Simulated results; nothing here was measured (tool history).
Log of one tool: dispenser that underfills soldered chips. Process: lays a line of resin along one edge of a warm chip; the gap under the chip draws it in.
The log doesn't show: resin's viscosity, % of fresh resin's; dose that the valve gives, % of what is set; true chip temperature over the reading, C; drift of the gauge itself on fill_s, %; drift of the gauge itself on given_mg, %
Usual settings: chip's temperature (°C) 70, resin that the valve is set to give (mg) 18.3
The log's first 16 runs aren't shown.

run   hour  chip's temperature (°C)  resin that the valve is set to give (mg)  hours of work since the syringe was changed  hours of work since the valve was cleaned  hours of work since the stage was calibrated  time until the resin shows at the far edge (s)  resin that the valve gave (mg)
 17   74.6                       62                                      18.3                                           11                                         48                                           146                                           499.3                           17.73
      76.8  -- new syringe of resin
 18     80                       62                                      18.3                                            2                                         52                                           149                                           267.3                           17.77
 19   84.1                       80                                      16.6                                            5                                         55                                           152                                           152.6                           16.09
      86.7  -- dispensing valve cleaned and set on the balance
 20   90.4                       80                                      16.6                                            9                                          3                                           156                                           194.5                           16.53
 21   94.5                       73                                      17.2                                           11                                          5                                           159                                           322.7                           17.07
      95.7  -- new syringe of resin
 22   98.5                       73                                      17.2                                            2                                          8                                           161                                           164.1                           17.09
 23    104                       80                                      20.1                                            6                                         12                                           165                                           153.7                           19.89
 24  107.7                       67                                      18.3                                            8                                         14                                           167                                           324.5                           18.07
     113.6  -- new syringe of resin
 25  113.9                       67                                      18.3                                            0                                         18                                           171                                           184.9                           18.08
 26  117.8                       56                                      17.6                                            3                                         21                                           174                                           375.9                           17.35
 27  121.1                       68                                      21.8                                            5                                         23                                           176                                           246.8                           21.47
 28  126.6                       72                                      21.5                                            9                                         27                                           180                                             276                           21.13
     131.8  -- new syringe of resin
 29  132.8                       83                                      20.8                                            1                                         31                                           184                                            94.2                           20.34
 30  135.3                       76                                      15.8                                            2                                         33                                           186                                           155.3                           15.44
 31  139.9                       76                                      15.8                                            6                                         36                                           189                                           194.9                            15.5
 32  143.6                       76                                      15.8                                            8                                         38                                           192                                           229.9                           15.43
 33  148.2                       76                                      15.8                                           11                                         42                                           195                                           285.5                            15.4
     149.9  -- new syringe of resin
 34    152                       76                                      18.7                                            1                                         44                                           197                                           132.3                           18.27
 35  157.5                       76                                      18.7                                            5                                         48                                           201                                           175.1                           18.18

3 ways to go on from here, each from the tool as it stands after run 35. What would each give?
  A  161.4                       56                                      18.2                                            8                                         50                                           204                                               ?                               ?
  B  161.4                       83                                      21.2                                            8                                         50                                           204                                               ?                               ?
  C  161.4                       76                                      22.9                                            8                                         50                                           204                                               ?                               ?

run  time until the resin shows at the far edge (s)  resin that the valve gave (mg)
  A                                           519.9                           17.65
  B                                             157                            20.6
  C                                           209.9                           22.26
Without the tool's hidden state the same runs would have given:
run  time until the resin shows at the far edge (s)  resin that the valve gave (mg)
  A                                             308                           18.19
  B                                            92.9                           21.23
  C                                           124.5                           22.94

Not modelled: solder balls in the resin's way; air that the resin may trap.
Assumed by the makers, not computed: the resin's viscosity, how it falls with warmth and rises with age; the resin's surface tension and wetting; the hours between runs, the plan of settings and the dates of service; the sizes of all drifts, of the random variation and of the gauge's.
